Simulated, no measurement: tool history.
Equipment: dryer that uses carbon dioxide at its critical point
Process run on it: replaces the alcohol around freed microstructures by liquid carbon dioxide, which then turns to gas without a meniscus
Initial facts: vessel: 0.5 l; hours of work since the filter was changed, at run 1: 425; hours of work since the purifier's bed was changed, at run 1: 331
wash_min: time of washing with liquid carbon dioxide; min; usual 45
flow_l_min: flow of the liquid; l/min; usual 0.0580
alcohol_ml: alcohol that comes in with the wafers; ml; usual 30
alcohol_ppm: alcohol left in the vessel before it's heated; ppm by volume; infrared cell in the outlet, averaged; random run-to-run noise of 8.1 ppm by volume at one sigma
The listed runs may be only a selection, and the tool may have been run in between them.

| run | day | wash_min | flow_l_min | alcohol_ml | hours of work since the filter was changed | hours of work since the purifier's bed was changed | alcohol_ppm |
|---|---|---|---|---|---|---|---|
| 1 | 0.000 | 45 | 0.0580 | 30 | 425 | 331 | 836 |
|  | 0.625 | inlet filter changed |
| 2 | 1.050 | 45 | 0.0580 | 30 | 3 | 339 | 462 |
| 3 | 2.038 | 45 | 0.0580 | 30 | 11 | 346 | 462 |
| 4 | 2.554 | 45 | 0.0580 | 30 | 15 | 351 | 452 |
| 5 | 3.371 | 45 | 0.0580 | 30 | 22 | 357 | 472 |
| 6 | 4.342 | 45 | 0.0580 | 30 | 29 | 365 | 475 |
| 7 | 4.900 | 45 | 0.0580 | 30 | 34 | 369 | 472 |
| 8 | 5.683 | 45 | 0.0451 | 30 | 40 | 375 | 1445 |
| 9 | 6.425 | 45 | 0.0580 | 30 | 46 | 381 | 478 |
| 10 | 6.892 | 38 | 0.0717 | 30 | 50 | 385 | 367 |
| 11 | 7.583 | 38 | 0.0456 | 103 | 55 | 390 | 8695 |
| 12 | 8.333 | 29 | 0.0425 | 33 | 61 | 396 | 7135 |
| 13 | 8.871 | 38 | 0.0580 | 108 | 65 | 401 | 3640 |
| 14 | 9.312 | 38 | 0.0580 | 108 | 69 | 404 | 3627 |
| 15 | 10.321 | 38 | 0.0580 | 108 | 77 | 412 | 3749 |
| 16 | 10.838 | 37 | 0.0451 | 87 | 81 | 416 | 8658 |
| 17 | 11.783 | 29 | 0.0548 | 77 | 88 | 424 | 8168 |
| 18 | 12.279 | 29 | 0.0548 | 77 | 92 | 427 | 8313 |

What if the next run were any one of these 5? Each begins from the tool's condition after run 18:
| A | 12.996 | 29 | 0.0837 | 99 | 98 | 433 | ? |
| B | 12.996 | 46 | 0.0580 | 30 | 98 | 433 | ? |
| C | 12.996 | 67 | 0.0371 | 74 | 98 | 433 | ? |
| D | 12.996 | 29 | 0.0399 | 78 | 98 | 433 | ? |
| E | 12.996 | 45 | 0.0832 | 30 | 98 | 433 | ? |

| run | alcohol_ppm |
|---|---|
| A | 2022 |
| B | 470 |
| C | 1862 |
| D | 19311 |
| E | 73 |
What these runs would have given with no unlogged condition in the tool:
| run | alcohol_ppm |
|---|---|
| A | 1694 |
| B | 375 |
| C | 1568 |
| D | 17898 |
| E | 39 |
